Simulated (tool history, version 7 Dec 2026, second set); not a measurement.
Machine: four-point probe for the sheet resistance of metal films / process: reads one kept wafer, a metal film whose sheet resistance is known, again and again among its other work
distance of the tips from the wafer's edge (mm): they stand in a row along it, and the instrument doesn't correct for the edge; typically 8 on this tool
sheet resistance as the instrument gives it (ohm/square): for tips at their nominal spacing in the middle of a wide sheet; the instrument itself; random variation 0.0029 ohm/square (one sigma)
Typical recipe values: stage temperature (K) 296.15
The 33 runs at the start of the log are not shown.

run	hour	stage temperature (K)	distance of the tips from the wafer's edge (mm)	touches since the probe head was changed	hours of work since the stage's thermometer was calibrated	sheet resistance as the instrument gives it (ohm/square)
# hour 2253.6: stage's thermometer calibrated
34	2269.4	293.15	32	109964	9	14.431263
35	2341.4	301.15	11	111826	49	14.450197
36	2440.2	301.15	11	114383	105	14.445221
37	2515.6	292.15	48	116331	147	14.41928
38	2600.1	292.15	48	118517	195	14.409719
39	2673.9	292.15	48	120425	236	14.418625
40	2722.9	294.15	41	121692	264	14.417062
41	2800.3	295.15	3	123694	307	14.628383
42	2887.5	295.15	3	125949	356	14.623821
43	2952.6	303.15	46	127634	393	14.4257
44	3007.3	291.15	5	129049	424	14.47791

What if the next run were any one of these 3? Each begins from the tool's condition after run 44:
A	3093.1	294.15	6	131269	472	?
B	3093.1	304.15	15	131269	472	?
C	3093.1	295.15	5	131269	472	?

run	sheet resistance as the instrument gives it (ohm/square)
A	14.462083
B	14.426492
C	14.485247
What these runs would have given with no unlogged condition in the tool:
run	sheet resistance as the instrument gives it (ohm/square)
A	14.502978
B	14.466957
C	14.526168
